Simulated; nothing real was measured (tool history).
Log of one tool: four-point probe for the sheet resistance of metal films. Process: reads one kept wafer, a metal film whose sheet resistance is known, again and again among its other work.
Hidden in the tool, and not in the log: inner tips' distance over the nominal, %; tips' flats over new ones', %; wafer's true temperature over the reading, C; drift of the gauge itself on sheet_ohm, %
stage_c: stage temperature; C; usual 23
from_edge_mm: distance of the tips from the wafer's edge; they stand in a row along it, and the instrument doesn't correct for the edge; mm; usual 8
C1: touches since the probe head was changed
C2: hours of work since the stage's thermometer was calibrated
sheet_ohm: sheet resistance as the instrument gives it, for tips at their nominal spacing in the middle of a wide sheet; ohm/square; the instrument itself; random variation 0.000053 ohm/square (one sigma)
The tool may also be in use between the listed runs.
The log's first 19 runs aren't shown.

-- hour=974.1 stage's thermometer calibrated, once more
run 20 hour=975.3 | stage_c=23 from_edge_mm=15 | C1=30042 C2=1 | sheet_ohm=0.265489
run 21 hour=1023.4 | stage_c=22 from_edge_mm=15 | C1=30675 C2=21 | sheet_ohm=0.265194
run 22 hour=1082.8 | stage_c=27 from_edge_mm=8 | C1=31456 C2=46 | sheet_ohm=0.268586
run 23 hour=1119.9 | stage_c=33 from_edge_mm=10 | C1=31945 C2=62 | sheet_ohm=0.268155
run 24 hour=1174.9 | stage_c=28 from_edge_mm=12 | C1=32668 C2=86 | sheet_ohm=0.266810
run 25 hour=1241.8 | stage_c=28 from_edge_mm=12 | C1=33549 C2=114 | sheet_ohm=0.266841
run 26 hour=1308.2 | stage_c=28 from_edge_mm=13 | C1=34422 C2=142 | sheet_ohm=0.266719
run 27 hour=1357.2 | stage_c=28 from_edge_mm=33 | C1=35067 C2=163 | sheet_ohm=0.265437
run 28 hour=1404.1 | stage_c=27 from_edge_mm=14 | C1=35684 C2=183 | sheet_ohm=0.266427
run 29 hour=1466.5 | stage_c=27 from_edge_mm=68 | C1=36505 C2=210 | sheet_ohm=0.265369
run 30 hour=1529.0 | stage_c=27 from_edge_mm=6 | C1=37327 C2=236 | sheet_ohm=0.271494
run 31 hour=1594.2 | stage_c=23 from_edge_mm=4 | C1=38185 C2=264 | sheet_ohm=0.278368
run 32 hour=1659.7 | stage_c=23 from_edge_mm=4 | C1=39048 C2=292 | sheet_ohm=0.278466
run 33 hour=1729.6 | stage_c=19 from_edge_mm=8 | C1=39967 C2=322 | sheet_ohm=0.267784
run 34 hour=1773.2 | stage_c=19 from_edge_mm=8 | C1=40541 C2=340 | sheet_ohm=0.267863
run 35 hour=1825.3 | stage_c=22 from_edge_mm=44 | C1=41226 C2=363 | sheet_ohm=0.264887
run 36 hour=1888.4 | stage_c=22 from_edge_mm=65 | C1=42056 C2=390 | sheet_ohm=0.264891
run 37 hour=1950.4 | stage_c=23 from_edge_mm=10 | C1=42873 C2=416 | sheet_ohm=0.267164
run 38 hour=2011.7 | stage_c=25 from_edge_mm=41 | C1=43679 C2=442 | sheet_ohm=0.265424
run 39 hour=2079.7 | stage_c=34 from_edge_mm=16 | C1=44573 C2=471 | sheet_ohm=0.267429
run 40 hour=2143.6 | stage_c=34 from_edge_mm=16 | C1=45415 C2=498 | sheet_ohm=0.267469
run 41 hour=2190.1 | stage_c=34 from_edge_mm=16 | C1=46027 C2=518 | sheet_ohm=0.267594
run 42 hour=2249.9 | stage_c=19 from_edge_mm=52 | C1=46813 C2=544 | sheet_ohm=0.264629

3 ways to go on from here, each from the tool as it stands after run 42. What would each give?
run A hour=2278.6 | stage_c=30 from_edge_mm=52 | C1=47191 C2=556 | sheet_ohm=?
run B hour=2278.6 | stage_c=20 from_edge_mm=8 | C1=47191 C2=556 | sheet_ohm=?
run C hour=2278.6 | stage_c=25 from_edge_mm=50 | C1=47191 C2=556 | sheet_ohm=?

run=A sheet_ohm=0.266136
run=B sheet_ohm=0.268185
run=C sheet_ohm=0.265492
Without the tool's hidden state the same runs would have given:
run=A sheet_ohm=0.264376
run=B sheet_ohm=0.266405
run=C sheet_ohm=0.263733

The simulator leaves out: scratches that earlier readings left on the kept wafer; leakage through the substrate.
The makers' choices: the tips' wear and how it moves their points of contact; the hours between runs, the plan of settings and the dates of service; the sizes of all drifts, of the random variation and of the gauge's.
